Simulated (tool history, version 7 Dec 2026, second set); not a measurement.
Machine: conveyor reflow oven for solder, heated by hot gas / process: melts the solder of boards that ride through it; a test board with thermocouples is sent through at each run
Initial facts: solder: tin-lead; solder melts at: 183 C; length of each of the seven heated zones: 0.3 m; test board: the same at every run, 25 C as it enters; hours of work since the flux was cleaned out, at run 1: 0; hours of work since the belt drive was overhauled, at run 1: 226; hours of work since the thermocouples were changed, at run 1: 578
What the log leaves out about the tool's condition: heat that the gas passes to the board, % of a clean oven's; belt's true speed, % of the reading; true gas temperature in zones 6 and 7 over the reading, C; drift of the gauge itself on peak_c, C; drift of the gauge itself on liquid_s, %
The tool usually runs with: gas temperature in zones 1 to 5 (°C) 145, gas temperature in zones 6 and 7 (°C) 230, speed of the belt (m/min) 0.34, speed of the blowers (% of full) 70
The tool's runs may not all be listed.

run	hour	gas temperature in zones 1 to 5 (°C)	gas temperature in zones 6 and 7 (°C)	speed of the belt (m/min)	speed of the blowers (% of full)	hours of work since the flux was cleaned out	hours of work since the belt drive was overhauled	hours of work since the thermocouples were changed	highest temperature of the board (°C)	time above the solder's melting point (s)
1	0	145	230	0.34	70	0	226	578	215.4	81
2	74.2	145	230	0.34	70	45	271	623	215.3	81.1
3	123.1	145	230	0.34	54	75	301	653	212.5	76.5
# hour 163.9: thermocouples of zones 6 and 7 changed
4	168.3	145	230	0.34	54	101	327	3	211.5	75.5
5	248.4	145	230	0.34	78	149	375	51	215.3	80.7
6	286.8	145	230	0.34	65	172	399	74	213.3	78.4
7	337.3	145	230	0.34	65	203	429	105	213.4	78.2
8	396.2	145	230	0.34	65	239	465	141	213.2	79
# hour 440.1: flux residue cleaned out of gas plates and filters
9	450.6	130	230	0.34	70	6	495	170	212.5	69.6
10	508.4	130	230	0.34	70	41	530	205	211.8	70.2
11	562.3	130	230	0.34	70	74	562	238	212.1	69.9
12	632.4	156	230	0.34	70	116	605	280	216.6	90
# hour 640.9: belt drive overhauled, speed set with a stopwatch
13	697.5	131	230	0.34	64	153	34	317	211	69.2
14	758.7	149	238	0.34	70	190	71	354	222.3	90.7
15	844.4	157	243	0.34	58	242	123	406	226.4	99.7
# hour 882.7: flux residue cleaned out of gas plates and filters
16	892	145	230	0.363	66	6	149	432	212.9	72.2
17	961.6	145	230	0.34	83	48	191	474	217.2	84.8
18	1004.5	145	230	0.34	83	74	217	500	216.8	84.4
# hour 1032.6: belt drive overhauled, speed set with a stopwatch, once more
19	1060.6	131	230	0.34	86	105	17	532	214.4	73.4
20	1102.4	131	230	0.34	86	131	42	557	214.3	73.5
21	1187.3	145	219	0.291	70	182	94	608	209.5	88.3
22	1234.2	145	243	0.291	70	210	122	637	230.8	110.7
23	1292.9	145	243	0.317	54	246	158	672	225.4	97.2

Predict each of these 3 candidate next runs independently; none follows another, all start after run 23:
# hour 1299: thermocouples of zones 6 and 7 changed
# hour 1327.9: flux residue cleaned out of gas plates and filters
A	1368.8	151	229	0.317	54	25	199	39	?	?
# hour 1299: thermocouples of zones 6 and 7 changed
# hour 1327.9: flux residue cleaned out of gas plates and filters
B	1368.8	145	235	0.34	70	25	199	39	?	?
# hour 1299: thermocouples of zones 6 and 7 changed
# hour 1327.9: flux residue cleaned out of gas plates and filters
C	1368.8	145	220	0.322	50	25	199	39	?	?

run	highest temperature of the board (°C)	time above the solder's melting point (s)
A	214.4	88.9
B	218.5	84
C	204.2	68.6
What these runs would have given with no unlogged condition in the tool:
run	highest temperature of the board (°C)	time above the solder's melting point (s)
A	214.3	88.6
B	218.5	83.8
C	204.1	68.4
